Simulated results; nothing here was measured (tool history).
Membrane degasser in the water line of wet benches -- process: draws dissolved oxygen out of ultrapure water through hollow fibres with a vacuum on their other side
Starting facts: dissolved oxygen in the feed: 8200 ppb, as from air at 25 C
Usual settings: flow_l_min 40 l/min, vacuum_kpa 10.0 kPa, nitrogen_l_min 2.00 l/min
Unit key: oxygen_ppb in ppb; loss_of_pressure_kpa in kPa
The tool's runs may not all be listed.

run 1 hour=0.0 | flow_l_min=40 vacuum_kpa=10.0 nitrogen_l_min=2.00 | oxygen_ppb=470.1 loss_of_pressure_kpa=38.24
run 2 hour=42.8 | flow_l_min=40 vacuum_kpa=10.0 nitrogen_l_min=2.00 | oxygen_ppb=475.7 loss_of_pressure_kpa=37.78
run 3 hour=105.3 | flow_l_min=40 vacuum_kpa=10.0 nitrogen_l_min=1.67 | oxygen_ppb=524.3 loss_of_pressure_kpa=37.83
run 4 hour=164.6 | flow_l_min=40 vacuum_kpa=10.0 nitrogen_l_min=1.67 | oxygen_ppb=518.0 loss_of_pressure_kpa=37.98
run 5 hour=209.9 | flow_l_min=40 vacuum_kpa=10.0 nitrogen_l_min=1.89 | oxygen_ppb=493.5 loss_of_pressure_kpa=38.20
run 6 hour=270.6 | flow_l_min=54 vacuum_kpa=10.0 nitrogen_l_min=1.89 | oxygen_ppb=711.2 loss_of_pressure_kpa=51.16
run 7 hour=322.3 | flow_l_min=54 vacuum_kpa=10.0 nitrogen_l_min=1.89 | oxygen_ppb=715.7 loss_of_pressure_kpa=51.26
run 8 hour=385.0 | flow_l_min=54 vacuum_kpa=10.0 nitrogen_l_min=1.89 | oxygen_ppb=712.6 loss_of_pressure_kpa=50.94
run 9 hour=441.2 | flow_l_min=54 vacuum_kpa=10.0 nitrogen_l_min=1.89 | oxygen_ppb=705.5 loss_of_pressure_kpa=51.35
run 10 hour=470.9 | flow_l_min=54 vacuum_kpa=10.0 nitrogen_l_min=1.89 | oxygen_ppb=713.3 loss_of_pressure_kpa=51.24
run 11 hour=526.3 | flow_l_min=40 vacuum_kpa=10.0 nitrogen_l_min=3.55 | oxygen_ppb=353.9 loss_of_pressure_kpa=38.49
run 12 hour=565.7 | flow_l_min=40 vacuum_kpa=10.0 nitrogen_l_min=3.55 | oxygen_ppb=362.6 loss_of_pressure_kpa=38.07
run 13 hour=626.6 | flow_l_min=35 vacuum_kpa=8.0 nitrogen_l_min=2.80 | oxygen_ppb=277.7 loss_of_pressure_kpa=33.54
run 14 hour=687.7 | flow_l_min=45 vacuum_kpa=18.4 nitrogen_l_min=2.00 | oxygen_ppb=911.1 loss_of_pressure_kpa=43.18
run 15 hour=726.6 | flow_l_min=28 vacuum_kpa=18.4 nitrogen_l_min=0.92 | oxygen_ppb=951.0 loss_of_pressure_kpa=27.04
run 16 hour=773.0 | flow_l_min=28 vacuum_kpa=18.4 nitrogen_l_min=0.92 | oxygen_ppb=962.6 loss_of_pressure_kpa=26.70
run 17 hour=819.8 | flow_l_min=49 vacuum_kpa=8.2 nitrogen_l_min=0.92 | oxygen_ppb=756.7 loss_of_pressure_kpa=46.42
run 18 hour=867.6 | flow_l_min=50 vacuum_kpa=16.4 nitrogen_l_min=1.53 | oxygen_ppb=1065.7 loss_of_pressure_kpa=47.58
run 19 hour=929.3 | flow_l_min=61 vacuum_kpa=17.5 nitrogen_l_min=2.00 | oxygen_ppb=1204.4 loss_of_pressure_kpa=57.95
run 20 hour=973.6 | flow_l_min=61 vacuum_kpa=9.0 nitrogen_l_min=1.73 | oxygen_ppb=812.5 loss_of_pressure_kpa=57.97
run 21 hour=1001.2 | flow_l_min=61 vacuum_kpa=9.0 nitrogen_l_min=1.73 | oxygen_ppb=795.2 loss_of_pressure_kpa=58.19
run 22 hour=1061.4 | flow_l_min=61 vacuum_kpa=9.0 nitrogen_l_min=2.25 | oxygen_ppb=721.7 loss_of_pressure_kpa=57.78
-- hour=1103.4 vacuum gauge calibrated
run 23 hour=1127.2 | flow_l_min=30 vacuum_kpa=9.8 nitrogen_l_min=3.60 | oxygen_ppb=220.8 loss_of_pressure_kpa=28.59

What if the next run were any one of these 3? Each begins from the tool's condition after run 23:
run A hour=1180.8 | flow_l_min=30 vacuum_kpa=10.0 nitrogen_l_min=2.00 | oxygen_ppb=? loss_of_pressure_kpa=?
run B hour=1180.8 | flow_l_min=30 vacuum_kpa=9.8 nitrogen_l_min=5.54 | oxygen_ppb=? loss_of_pressure_kpa=?
run C hour=1180.8 | flow_l_min=31 vacuum_kpa=11.2 nitrogen_l_min=3.60 | oxygen_ppb=? loss_of_pressure_kpa=?

run=A oxygen_ppb=317.2 loss_of_pressure_kpa=28.47
run=B oxygen_ppb=177.8 loss_of_pressure_kpa=28.74
run=C oxygen_ppb=261.4 loss_of_pressure_kpa=29.48
Take away the tool's hidden state, keep each run's random variation, and the runs would have read:
run=A oxygen_ppb=310.4 loss_of_pressure_kpa=28.14
run=B oxygen_ppb=172.0 loss_of_pressure_kpa=28.41
run=C oxygen_ppb=254.7 loss_of_pressure_kpa=29.14
